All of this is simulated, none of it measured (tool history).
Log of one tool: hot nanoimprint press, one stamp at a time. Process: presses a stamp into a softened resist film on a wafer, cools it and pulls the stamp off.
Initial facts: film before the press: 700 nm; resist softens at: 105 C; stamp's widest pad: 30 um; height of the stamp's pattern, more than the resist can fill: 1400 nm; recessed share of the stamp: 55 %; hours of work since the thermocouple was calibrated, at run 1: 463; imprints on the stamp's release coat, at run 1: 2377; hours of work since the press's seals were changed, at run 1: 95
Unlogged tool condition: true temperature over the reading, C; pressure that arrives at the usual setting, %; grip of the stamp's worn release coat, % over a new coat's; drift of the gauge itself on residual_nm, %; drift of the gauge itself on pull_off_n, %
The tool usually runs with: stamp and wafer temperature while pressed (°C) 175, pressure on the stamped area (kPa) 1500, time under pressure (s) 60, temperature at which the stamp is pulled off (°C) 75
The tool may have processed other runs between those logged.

run,hour,stamp and wafer temperature while pressed (°C),pressure on the stamped area (kPa),time under pressure (s),temperature at which the stamp is pulled off (°C),hours of work since the thermocouple was calibrated,imprints on the stamp's release coat,hours of work since the press's seals were changed,resist left under the stamp's widest pad (nm),greatest force while the stamp is pulled off (N)
1,0.0,175,1500,60,75,463,2377,95,383.3,242
2,11.1,175,1500,60,75,471,2436,104,382.3,240
# hour 25.8: stamp cleaned and given a new release coat
3,27.2,175,1500,60,75,479,7,111,381.7,196
4,36.3,175,1500,60,75,485,55,118,382.2,199
5,49.1,175,1500,76,75,495,123,127,351.3,198
6,57.8,183,1500,60,75,501,168,133,247.4,203
7,64.2,175,1500,60,75,506,202,138,382.6,202
8,74.6,175,1500,60,75,513,257,146,380.4,199
9,85.8,179,1500,60,75,522,316,154,306.7,200
10,97.2,175,1500,55,75,530,376,162,394.0,205
11,104.0,175,1500,55,75,535,412,167,391.0,206
12,115.4,175,1500,60,75,543,472,176,379.9,204
13,121.3,175,1500,60,75,548,503,180,378.8,206
# hour 130.0: plate thermocouple calibrated
14,130.2,175,1500,60,75,0,534,184,402.4,207

Estimate the outcome of run 15 from the log above:
15,143.4,175,1500,60,75,10,603,194,?,?

resist left under the stamp's widest pad (nm): 399.8
greatest force while the stamp is pulled off (N): 208
Had the tool carried no hidden state, the very same run would have given resist left under the stamp's widest pad (nm) 402.0, greatest force while the stamp is pulled off (N) 198.
